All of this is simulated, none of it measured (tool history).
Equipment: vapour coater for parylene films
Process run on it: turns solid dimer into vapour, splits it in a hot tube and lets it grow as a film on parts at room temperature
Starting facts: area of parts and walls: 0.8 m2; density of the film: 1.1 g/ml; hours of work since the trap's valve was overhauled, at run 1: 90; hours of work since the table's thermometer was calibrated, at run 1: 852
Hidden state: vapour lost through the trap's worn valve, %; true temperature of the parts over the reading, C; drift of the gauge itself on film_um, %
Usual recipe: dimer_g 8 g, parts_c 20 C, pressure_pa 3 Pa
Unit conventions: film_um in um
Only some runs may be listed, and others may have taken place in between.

run	hour	dimer_g	parts_c	pressure_pa	hours of work since the trap's valve was overhauled	hours of work since the table's thermometer was calibrated	film_um
1	0	8	20	3	90	852	7.53
2	45.6	8	20	3	122	884	7.56
3	75.7	8	20	10.31	144	906	6.72
4	131.5	8	20	10.31	184	946	6.8
# hour 171.9: trap's valve overhauled
5	176.6	8	20	3	3	975	7.53
6	213.7	8	20	3	30	1002	7.53
7	258.6	8	20	3	62	1034	7.6
8	288.6	8	20	3	83	1055	7.6
9	331.8	8	20	3	114	1086	7.58
10	365	8	20	3	138	1110	7.5
11	424.7	10	20	3	181	1152	9.43
# hour 470.8: trap's valve overhauled
12	472.8	10	30	3	1	1184	6.41
13	512.7	10	30	3	30	1213	6.24
14	577.5	10	30	3	76	1259	6.23
15	619.3	14	20	3	106	1289	13.18
16	646.9	14	20	3	126	1309	13.17
17	678.8	7	23	10.36	149	1331	5.18
18	711.6	10	23	10.36	172	1355	7.4
19	761.3	7	20	7.25	208	1390	6.11
# hour 771.2: trap's valve overhauled
20	807.9	7	14	6.76	26	1421	7.85
21	843	7	14	6.76	51	1446	7.89
22	879.4	7	14	6.76	77	1472	7.84
23	923.3	4	13	8.92	109	1503	4.49
24	988.4	11	19	7.61	155	1550	10.1
25	1041.7	8	18	9.94	193	1588	7.46
# hour 1070: trap's valve overhauled
26	1093.4	8	22	2.8	17	1622	7.07
27	1131.6	6	27	7.85	44	1649	3.98
# hour 1162.1: table's thermometer calibrated
28	1189	6	27	7.85	84	19	3.92

Forecast run 29:
29	1244.1	13	27	2.6	124	59	?

Run 29 measured film_um 9.29 um.
Were there no unlogged condition in the tool, this run, its random variation unchanged, would have produced film_um 9.31 um.
